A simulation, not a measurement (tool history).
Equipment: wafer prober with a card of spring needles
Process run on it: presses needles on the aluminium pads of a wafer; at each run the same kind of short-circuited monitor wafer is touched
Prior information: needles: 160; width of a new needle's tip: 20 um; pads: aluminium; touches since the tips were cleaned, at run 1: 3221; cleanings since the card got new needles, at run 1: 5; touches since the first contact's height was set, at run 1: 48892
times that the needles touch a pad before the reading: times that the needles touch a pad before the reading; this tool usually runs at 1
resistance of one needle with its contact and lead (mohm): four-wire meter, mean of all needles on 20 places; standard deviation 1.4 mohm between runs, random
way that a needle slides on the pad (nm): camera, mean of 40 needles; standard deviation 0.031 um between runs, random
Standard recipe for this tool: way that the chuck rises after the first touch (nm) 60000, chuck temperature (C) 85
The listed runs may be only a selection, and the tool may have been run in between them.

| run | hour | way that the chuck rises after the first touch (nm) | chuck temperature (C) | times that the needles touch a pad before the reading | touches since the tips were cleaned | cleanings since the card got new needles | touches since the first contact's height was set | resistance of one needle with its contact and lead (mohm) | way that a needle slides on the pad (nm) |
|---|---|---|---|---|---|---|---|---|---|
| 1 | 0 | 60000 | 85 | 1 | 3221 | 5 | 48892 | 162 | 12690 |
| 2 | 4.4 | 60000 | 85 | 1 | 3929 | 5 | 49600 | 173 | 12680 |
| 3 | 13.3 | 60000 | 85 | 1 | 5347 | 5 | 51018 | 179 | 12710 |
| 4 | 18.1 | 60000 | 85 | 1 | 6119 | 5 | 51790 | 181 | 12730 |
| 5 | 24.4 | 60000 | 85 | 1 | 7142 | 5 | 52813 | 189 | 12710 |
|  | 29 | tips cleaned on abrasive film |
| 6 | 33.4 | 60000 | 30 | 1 | 706 | 6 | 54236 | 198 | 12680 |
| 7 | 38 | 60000 | 85 | 1 | 1435 | 6 | 54965 | 202 | 12670 |
| 8 | 42.7 | 60000 | 85 | 1 | 2201 | 6 | 55731 | 198 | 12680 |
| 9 | 47.2 | 60000 | 85 | 1 | 2924 | 6 | 56454 | 203 | 12700 |
| 10 | 52.3 | 60000 | 85 | 1 | 3734 | 6 | 57264 | 201 | 12680 |
| 11 | 56.6 | 60000 | 85 | 1 | 4429 | 6 | 57959 | 201 | 12680 |
|  | 58.2 | tips cleaned on abrasive film, once more |
| 12 | 66 | 60000 | 85 | 1 | 1250 | 7 | 59444 | 147 | 12670 |
| 13 | 75 | 60000 | 85 | 1 | 2696 | 7 | 60890 | 164 | 12730 |
| 14 | 84.5 | 60000 | 85 | 1 | 4222 | 7 | 62416 | 177 | 12670 |
| 15 | 92.6 | 60000 | 85 | 1 | 5530 | 7 | 63724 | 181 | 12690 |
| 16 | 97 | 60000 | 85 | 1 | 6221 | 7 | 64415 | 184 | 12690 |
| 17 | 106 | 60000 | 85 | 1 | 7669 | 7 | 65863 | 192 | 12630 |
|  | 107.2 | tips cleaned on abrasive film |
| 18 | 111 | 60000 | 85 | 1 | 605 | 8 | 66650 | 140 | 12640 |
| 19 | 116.7 | 60000 | 85 | 1 | 1518 | 8 | 67563 | 150 | 12690 |
| 20 | 124.9 | 59000 | 85 | 1 | 2835 | 8 | 68880 | 168 | 12390 |
| 21 | 132.5 | 59000 | 85 | 2 | 4054 | 8 | 70099 | 155 | 12460 |
| 22 | 140.2 | 59000 | 85 | 2 | 5294 | 8 | 71339 | 159 | 12430 |
| 23 | 148.4 | 59000 | 85 | 2 | 6614 | 8 | 72659 | 162 | 12470 |
| 24 | 152.3 | 59000 | 85 | 2 | 7238 | 8 | 73283 | 166 | 12450 |
|  | 156.6 | tips cleaned on abrasive film |
| 25 | 157.8 | 75000 | 29 | 1 | 191 | 9 | 74139 | 116 | 15810 |
| 26 | 164.6 | 60000 | 45 | 2 | 1281 | 9 | 75229 | 131 | 12590 |
| 27 | 169.1 | 41000 | 40 | 1 | 2010 | 9 | 75958 | 203 | 8590 |
| 28 | 176.2 | 41000 | 27 | 2 | 3157 | 9 | 77105 | 182 | 8610 |
| 29 | 182.1 | 54000 | 27 | 3 | 4095 | 9 | 78043 | 139 | 11400 |
| 30 | 186.1 | 71000 | 31 | 3 | 4743 | 9 | 78691 | 126 | 14940 |
| 31 | 190 | 71000 | 31 | 3 | 5361 | 9 | 79309 | 127 | 14960 |
| 32 | 196.7 | 43000 | 85 | 1 | 6447 | 9 | 80395 | 255 | 9070 |
| 33 | 200.8 | 63000 | 50 | 2 | 7100 | 9 | 81048 | 159 | 13320 |
|  | 205.4 | tips cleaned on abrasive film |
| 34 | 205.4 | 63000 | 50 | 2 | 0 | 10 | 81763 | 118 | 13280 |
| 35 | 213.8 | 49000 | 43 | 3 | 1355 | 10 | 83118 | 133 | 10300 |

Take each entry between the runs: how does the hidden state at the last listed run before it differ from the hidden state at the first listed run after it?
From run 5 to run 6: tips cleaned on abrasive film (hour 29)
  debris on the tips, nm: 49.5 -> 59.4; way that the needles fall short of the set height, um: 0.21 -> 0.31; tips' diameter, um: 20.07 -> 20.08
  the result without the hidden state subtracted from the measured one, resistance of one needle with its contact and lead (mohm): +64 -> +85; way that a needle slides on the pad (nm): -40 -> -70
From run 11 to run 12: tips cleaned on abrasive film, once more (hour 58.2)
  debris on the tips, nm: 61 -> 19.3; way that the needles fall short of the set height, um: 0.31 -> 0.35; tips' diameter, um: 20.08 -> 20.09
  the result without the hidden state subtracted from the measured one, resistance of one needle with its contact and lead (mohm): +80 -> +25; way that a needle slides on the pad (nm): -70 -> -80
From run 17 to run 18: tips cleaned on abrasive film (hour 107.2)
  debris on the tips, nm: 51.3 -> 12.7; way that the needles fall short of the set height, um: 0.35 -> 0.41; tips' diameter, um: 20.09 -> 20.11
  the result without the hidden state subtracted from the measured one, resistance of one needle with its contact and lead (mohm): +68 -> +17; way that a needle slides on the pad (nm): -80 -> -90
From run 24 to run 25: tips cleaned on abrasive film (hour 156.6)
  debris on the tips, nm: 50.2 -> 7.4; way that the needles fall short of the set height, um: 0.41 -> 0.45; tips' diameter, um: 20.11 -> 20.13
  the result without the hidden state subtracted from the measured one, resistance of one needle with its contact and lead (mohm): +41 -> +7; way that a needle slides on the pad (nm): -80 -> -100
From run 33 to run 34: tips cleaned on abrasive film (hour 205.4)
  debris on the tips, nm: 49.8 -> 3; way that the needles fall short of the set height, um: 0.45 -> 0.49; tips' diameter, um: 20.13 -> 20.14
  the result without the hidden state subtracted from the measured one, resistance of one needle with its contact and lead (mohm): +39 -> +2; way that a needle slides on the pad (nm): -100 -> -100

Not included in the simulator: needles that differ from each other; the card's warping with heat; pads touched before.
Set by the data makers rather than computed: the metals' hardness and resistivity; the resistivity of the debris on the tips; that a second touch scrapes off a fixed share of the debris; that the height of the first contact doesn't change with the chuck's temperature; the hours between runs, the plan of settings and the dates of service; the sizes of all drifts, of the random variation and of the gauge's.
